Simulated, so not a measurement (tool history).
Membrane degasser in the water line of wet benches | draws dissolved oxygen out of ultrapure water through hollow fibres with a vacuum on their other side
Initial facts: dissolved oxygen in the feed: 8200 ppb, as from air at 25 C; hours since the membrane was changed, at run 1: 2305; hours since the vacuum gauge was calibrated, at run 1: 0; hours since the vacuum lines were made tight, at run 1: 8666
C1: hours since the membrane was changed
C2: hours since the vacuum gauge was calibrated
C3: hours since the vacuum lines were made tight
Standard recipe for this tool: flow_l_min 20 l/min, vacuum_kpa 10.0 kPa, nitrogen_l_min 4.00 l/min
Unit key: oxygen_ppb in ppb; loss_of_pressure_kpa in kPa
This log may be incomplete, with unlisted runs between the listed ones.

{"run": 1, "hour": 0.0, "flow_l_min": 20, "vacuum_kpa": 10.0, "nitrogen_l_min": 4.0, "C1": 2305, "C2": 0, "C3": 8666, "oxygen_ppb": 108.3, "loss_of_pressure_kpa": 36.74}
{"run": 2, "hour": 110.8, "flow_l_min": 20, "vacuum_kpa": 10.0, "nitrogen_l_min": 4.0, "C1": 2416, "C2": 111, "C3": 8777, "oxygen_ppb": 108.7, "loss_of_pressure_kpa": 36.52}
{"run": 3, "hour": 356.9, "flow_l_min": 20, "vacuum_kpa": 10.0, "nitrogen_l_min": 4.0, "C1": 2662, "C2": 357, "C3": 9023, "oxygen_ppb": 107.3, "loss_of_pressure_kpa": 36.83}
{"run": 4, "hour": 471.7, "flow_l_min": 20, "vacuum_kpa": 10.0, "nitrogen_l_min": 4.0, "C1": 2777, "C2": 472, "C3": 9138, "oxygen_ppb": 106.7, "loss_of_pressure_kpa": 36.85}
{"run": 5, "hour": 596.3, "flow_l_min": 20, "vacuum_kpa": 10.0, "nitrogen_l_min": 4.0, "C1": 2902, "C2": 596, "C3": 9263, "oxygen_ppb": 106.6, "loss_of_pressure_kpa": 36.86}
{"run": 6, "hour": 787.8, "flow_l_min": 20, "vacuum_kpa": 10.0, "nitrogen_l_min": 4.0, "C1": 3093, "C2": 788, "C3": 9454, "oxygen_ppb": 109.5, "loss_of_pressure_kpa": 36.76}
{"hour": 803.1, "done": "vacuum gauge calibrated"}
{"run": 7, "hour": 955.7, "flow_l_min": 20, "vacuum_kpa": 7.4, "nitrogen_l_min": 4.0, "C1": 3261, "C2": 153, "C3": 9621, "oxygen_ppb": 76.6, "loss_of_pressure_kpa": 37.1}
{"run": 8, "hour": 1072.9, "flow_l_min": 16, "vacuum_kpa": 22.6, "nitrogen_l_min": 4.0, "C1": 3378, "C2": 270, "C3": 9739, "oxygen_ppb": 201.7, "loss_of_pressure_kpa": 29.52}
{"run": 9, "hour": 1276.0, "flow_l_min": 20, "vacuum_kpa": 10.0, "nitrogen_l_min": 2.09, "C1": 3581, "C2": 473, "C3": 9942, "oxygen_ppb": 181.6, "loss_of_pressure_kpa": 36.88}
{"run": 10, "hour": 1491.2, "flow_l_min": 20, "vacuum_kpa": 10.0, "nitrogen_l_min": 2.09, "C1": 3796, "C2": 688, "C3": 10157, "oxygen_ppb": 180.4, "loss_of_pressure_kpa": 37.12}
{"run": 11, "hour": 1744.4, "flow_l_min": 20, "vacuum_kpa": 10.0, "nitrogen_l_min": 2.09, "C1": 4049, "C2": 941, "C3": 10410, "oxygen_ppb": 183.9, "loss_of_pressure_kpa": 37.25}
{"hour": 1941.9, "done": "seals of the vacuum lines changed"}
{"hour": 1969.8, "done": "vacuum gauge calibrated, once more"}
{"run": 12, "hour": 2005.5, "flow_l_min": 30, "vacuum_kpa": 18.7, "nitrogen_l_min": 9.61, "C1": 4308, "C2": 36, "C3": 63, "oxygen_ppb": 237.4, "loss_of_pressure_kpa": 55.76}
{"run": 13, "hour": 2205.3, "flow_l_min": 20, "vacuum_kpa": 10.0, "nitrogen_l_min": 6.37, "C1": 4508, "C2": 236, "C3": 263, "oxygen_ppb": 76.1, "loss_of_pressure_kpa": 37.13}

Per-run results on a tool with no hidden state, each run keeping its own random variation:
Unlogged tool condition in this case: membrane still open, %; true pressure behind the membrane over the reading, kPa; air that leaks in behind the membrane, l/min; drift of the gauge itself on oxygen_ppb, %; drift of the gauge itself on loss_of_pressure_kpa, %.
run=1 oxygen_ppb=103.6 loss_of_pressure_kpa=36.16
run=2 oxygen_ppb=103.8 loss_of_pressure_kpa=35.91
run=3 oxygen_ppb=102.1 loss_of_pressure_kpa=36.16
run=4 oxygen_ppb=101.4 loss_of_pressure_kpa=36.16
run=5 oxygen_ppb=101.2 loss_of_pressure_kpa=36.13
run=6 oxygen_ppb=103.7 loss_of_pressure_kpa=35.99
run=7 oxygen_ppb=71.1 loss_of_pressure_kpa=36.30
run=8 oxygen_ppb=192.5 loss_of_pressure_kpa=28.85
run=9 oxygen_ppb=172.3 loss_of_pressure_kpa=36.00
run=10 oxygen_ppb=170.8 loss_of_pressure_kpa=36.19
run=11 oxygen_ppb=173.6 loss_of_pressure_kpa=36.25
run=12 oxygen_ppb=223.3 loss_of_pressure_kpa=54.16
run=13 oxygen_ppb=72.0 loss_of_pressure_kpa=36.01
